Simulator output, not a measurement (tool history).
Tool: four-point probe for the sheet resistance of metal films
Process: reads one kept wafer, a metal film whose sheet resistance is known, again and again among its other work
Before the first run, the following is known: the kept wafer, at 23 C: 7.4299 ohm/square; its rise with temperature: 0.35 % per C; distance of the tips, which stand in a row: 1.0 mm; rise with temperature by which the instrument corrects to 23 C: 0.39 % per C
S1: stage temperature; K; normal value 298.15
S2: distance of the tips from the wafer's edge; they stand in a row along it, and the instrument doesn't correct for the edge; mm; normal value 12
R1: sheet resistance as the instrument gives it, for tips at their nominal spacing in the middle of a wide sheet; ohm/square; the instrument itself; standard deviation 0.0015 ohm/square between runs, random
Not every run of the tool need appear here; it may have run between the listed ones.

run     day      S1  S2        R1
  1   0.000  298.15  12  7.495103
  2   1.025  298.15  35  7.468927
  3   2.525  298.15  35  7.469751
  4   3.538  298.15  35  7.473305
  5   5.108  298.15  12  7.497794
  6   5.988  298.15  12  7.500463
  7   6.858  298.15  60  7.473623
  8   8.496  298.15  12  7.501522
  9   9.238  298.15  12  7.502846
 10  10.717  298.15  12  7.506246
 11  12.288  298.15  12  7.506040
 12  13.004  298.15  13  7.500855
 13  14.329  298.15  35  7.482203
 14  15.129  298.15  35  7.482250
 15  15.929  298.15  35  7.482314
 16  16.688  298.15  59  7.479706
 17  17.617  298.15  59  7.484773
 18  18.321  298.15  59  7.482997
 19  19.104  298.15  59  7.485655
 20  20.196  298.15  59  7.485775
 21  20.917  298.15  59  7.486659
 22  21.946  298.15  59  7.488962
 23  23.162  298.15  59  7.488976
 24  23.838  297.15  20  7.503869
     23.979  -- stage's thermometer calibrated
 25  25.054  299.15  35  7.489791
 26  26.129  299.15  35  7.488520
 27  26.842  293.15  64  7.505651
 28  28.379  304.15  36  7.470865
     28.954  -- stage's thermometer calibrated, once more
 29  29.396  304.15  36  7.481815
 30  30.633  306.15  12  7.499137
 31  31.929  306.15   7  7.554818
 32  33.254  306.15   7  7.555324
 33  34.708  295.15  12  7.540734
 34  35.921  307.15   6  7.586287
 35  37.333  307.15   6  7.584839
 36  38.388  293.15  34  7.523437
 37  39.996  293.15  34  7.526655
 38  40.992  305.15   3  7.908346
 39  42.229  300.15  29  7.509410
 40  42.983  296.15   7  7.601557
 41  44.171  296.15   7  7.600042
 42  44.950  306.15  12  7.514995
 43  46.358  306.15  12  7.517201
 44  47.942  304.15  16  7.513357
 45  49.275  298.15  16  7.530811
 46  50.208  298.15  16  7.531348

Below, some changes in R1 between adjacent runs. For each, the amount present without the hidden state too (settings, incoming material, random variation) and the amount remaining for the hidden state with gauge scatter not shared by both compared results:
The tool's hidden condition here consists of: inner tips' distance over the nominal, %; tips' flats over new ones', %; wafer's true temperature over the reading, C; drift of the gauge itself on sheet_ohm, %.
Run 28 -> 29: stage's thermometer calibrated, once more. R1 +0.010950 ohm/square: hidden state +0.006950, all else +0.004000.
Run 37 -> 38: S1 293.15 -> 305.15, S2 34 -> 3. R1 +0.381691 ohm/square: hidden state +0.004956, all else +0.376735.
Run 38 -> 39: S1 305.15 -> 300.15, S2 3 -> 29. R1 -0.398936 ohm/square: hidden state -0.002839, all else -0.396097.
Run 39 -> 40: S1 300.15 -> 296.15, S2 29 -> 7. R1 +0.092147 ohm/square: hidden state +0.001633, all else +0.090514.

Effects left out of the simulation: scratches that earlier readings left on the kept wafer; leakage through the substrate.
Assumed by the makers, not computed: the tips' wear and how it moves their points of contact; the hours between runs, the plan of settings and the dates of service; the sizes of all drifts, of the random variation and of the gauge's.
